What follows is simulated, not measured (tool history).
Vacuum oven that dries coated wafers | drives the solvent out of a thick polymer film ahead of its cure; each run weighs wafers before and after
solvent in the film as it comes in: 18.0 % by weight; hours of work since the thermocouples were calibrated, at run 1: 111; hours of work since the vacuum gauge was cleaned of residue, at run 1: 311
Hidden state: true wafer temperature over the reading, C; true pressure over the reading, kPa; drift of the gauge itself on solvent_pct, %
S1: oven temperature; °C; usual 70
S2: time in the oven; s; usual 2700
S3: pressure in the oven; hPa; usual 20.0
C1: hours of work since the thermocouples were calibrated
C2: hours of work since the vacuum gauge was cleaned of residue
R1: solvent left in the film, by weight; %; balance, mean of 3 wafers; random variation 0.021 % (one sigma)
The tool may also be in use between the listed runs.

run	hour	S1	S2	S3	C1	C2	R1
1	0.0	70	2700	20.0	111	311	2.25
2	15.9	70	2700	20.0	124	324	2.27
3	27.7	70	2700	20.0	133	333	2.23
4	34.9	70	2700	20.0	139	339	2.28
5	49.7	70	2700	20.0	151	351	2.28
6	62.7	80	2700	20.0	161	361	1.06
7	79.7	80	2700	20.0	175	374	1.05
8	87.8	70	2700	20.0	181	381	2.27
9	97.8	70	2700	20.0	189	389	2.32
10	108.1	80	2700	20.0	197	397	1.06
11	122.8	80	2700	20.0	209	408	1.06
12	134.1	80	2700	20.0	218	417	1.06
13	142.6	70	2040	20.0	224	424	3.08
14	155.2	70	2040	20.0	235	434	3.07
15	162.5	70	2040	20.0	240	440	3.08
16	174.1	57	2040	20.0	249	449	8.47
17	183.5	57	2040	20.0	257	457	8.45
18	197.7	57	2040	20.0	268	468	8.48
19	206.2	57	2040	18.3	275	475	8.39
20	213.7	70	2700	20.0	281	481	2.35
21	226.6	70	2700	20.0	291	491	2.36
22	243.2	70	2700	20.0	304	504	2.37
23	253.3	68	2160	20.0	312	512	3.55
24	265.4	70	1560	20.0	322	522	4.11
25	281.6	70	1560	20.0	335	534	4.12
26	292.8	68	4860	20.0	344	543	1.91
27	303.4	82	2340	20.0	352	552	1.01
28	317.2	82	2340	20.0	363	563	0.98
29	333.6	57	2340	42.6	376	576	9.91
30	341.4	81	2700	15.5	382	582	0.86
31	355.6	69	2640	52.4	393	593	5.00
32	370.8	65	2100	44.5	405	605	6.74
33	383.8	55	2700	20.0	416	615	8.33
34	391.8	59	2100	20.0	422	622	7.66
35	406.0	59	2100	20.0	433	633	7.70
36	414.7	75	2700	15.8	440	640	1.31
37	426.0	70	3060	20.0	449	649	2.19
38	437.9	74	1440	20.0	459	658	3.10
39	452.6	84	2700	14.2	470	670	0.72
40	463.7	63	3300	12.4	479	679	3.35
41	475.7	63	3300	12.4	489	688	3.36

Forecast each of these 4 alternatives for the next run:
A	489.9	74	2700	30.4	500	700	?
B	489.9	67	2760	12.4	500	700	?
C	489.9	74	1680	19.1	500	700	?
D	489.9	70	3120	26.6	500	700	?

run	R1
A	2.31
B	2.66
C	2.62
D	2.60
Without the tool's hidden state the same runs would have given:
run	R1
A	2.05
B	2.28
C	2.31
D	2.28
